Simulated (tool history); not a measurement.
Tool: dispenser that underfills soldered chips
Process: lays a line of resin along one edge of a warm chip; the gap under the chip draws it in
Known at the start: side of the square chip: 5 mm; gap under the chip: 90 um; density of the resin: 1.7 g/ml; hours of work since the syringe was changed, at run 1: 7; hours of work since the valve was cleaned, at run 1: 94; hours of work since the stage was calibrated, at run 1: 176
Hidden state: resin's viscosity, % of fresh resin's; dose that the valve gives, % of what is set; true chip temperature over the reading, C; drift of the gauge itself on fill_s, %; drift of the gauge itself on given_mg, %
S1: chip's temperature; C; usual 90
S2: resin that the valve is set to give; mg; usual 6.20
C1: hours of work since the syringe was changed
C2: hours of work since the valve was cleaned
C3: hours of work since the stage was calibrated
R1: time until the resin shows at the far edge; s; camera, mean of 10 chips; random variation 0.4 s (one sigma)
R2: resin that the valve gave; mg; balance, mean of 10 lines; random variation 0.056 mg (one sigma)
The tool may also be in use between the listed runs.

Run 1, hour 0.0: usual settings; C1 7; C2 94; C3 176. Result: R1 37.0 s, R2 5.70 mg.
At hour 1.1: new syringe of resin.
Run 2, hour 5.7: usual settings; C1 3; C2 98; C3 180. Result: R1 33.7 s, R2 5.67 mg.
Run 3, hour 8.7: usual settings; C1 6; C2 100; C3 182. Result: R1 36.5 s, R2 5.65 mg.
At hour 12.2: new syringe of resin.
Run 4, hour 14.0: usual settings; C1 1; C2 104; C3 186. Result: R1 30.0 s, R2 5.74 mg.
Run 5, hour 16.8: usual settings but S1 83 C; C1 3; C2 106; C3 188. Result: R1 47.0 s, R2 5.62 mg.
Run 6, hour 21.7: usual settings but S1 83 C; C1 7; C2 109; C3 191. Result: R1 53.1 s, R2 5.55 mg.
At hour 22.9: new syringe of resin.
Run 7, hour 24.9: usual settings but S1 83 C; C1 2; C2 111; C3 194. Result: R1 43.8 s, R2 5.65 mg.
Run 8, hour 29.9: usual settings but S1 83 C, S2 5.94 mg; C1 5; C2 115; C3 197. Result: R1 51.1 s, R2 5.35 mg.
At hour 31.5: dispensing valve cleaned and set on the balance.
At hour 34.6: new syringe of resin.
Run 9, hour 35.6: usual settings but S2 8.02 mg; C1 1; C2 3; C3 200. Result: R1 29.0 s, R2 8.06 mg.
Run 10, hour 42.2: usual settings but S2 8.02 mg; C1 6; C2 8; C3 205. Result: R1 34.2 s, R2 7.90 mg.
At hour 45.7: new syringe of resin.
Run 11, hour 48.9: usual settings but S2 8.02 mg; C1 2; C2 12; C3 210. Result: R1 31.9 s, R2 7.88 mg.
Run 12, hour 54.1: usual settings but S2 8.02 mg; C1 6; C2 16; C3 214. Result: R1 35.0 s, R2 7.84 mg.
At hour 56.6: new syringe of resin.
Run 13, hour 59.5: usual settings but S1 97 C; C1 2; C2 20; C3 217. Result: R1 21.9 s, R2 6.15 mg.
Run 14, hour 64.9: usual settings but S1 97 C; C1 6; C2 24; C3 221. Result: R1 25.8 s, R2 6.08 mg.
At hour 67.4: new syringe of resin.
Run 15, hour 69.6: usual settings; C1 2; C2 27; C3 225. Result: R1 30.9 s, R2 6.01 mg.
Run 16, hour 74.3: usual settings; C1 5; C2 30; C3 228. Result: R1 35.8 s, R2 6.02 mg.
Run 17, hour 77.6: usual settings but S2 5.55 mg; C1 7; C2 33; C3 230. Result: R1 39.1 s, R2 5.48 mg.
At hour 78.4: new syringe of resin.
Run 18, hour 84.0: usual settings but S2 5.55 mg; C1 4; C2 37; C3 235. Result: R1 35.0 s, R2 5.40 mg.

Run 19 comes next. What will it give?
Run 19, hour 87.7: usual settings but S2 5.55 mg; C1 7; C2 40; C3 238. Result: R1 ?, R2 ?.

{"run 19": {"R1": 38.9, "R2": 5.41}}
Without the tool's hidden state the same run would have given R1 28.0 s, R2 5.60 mg.
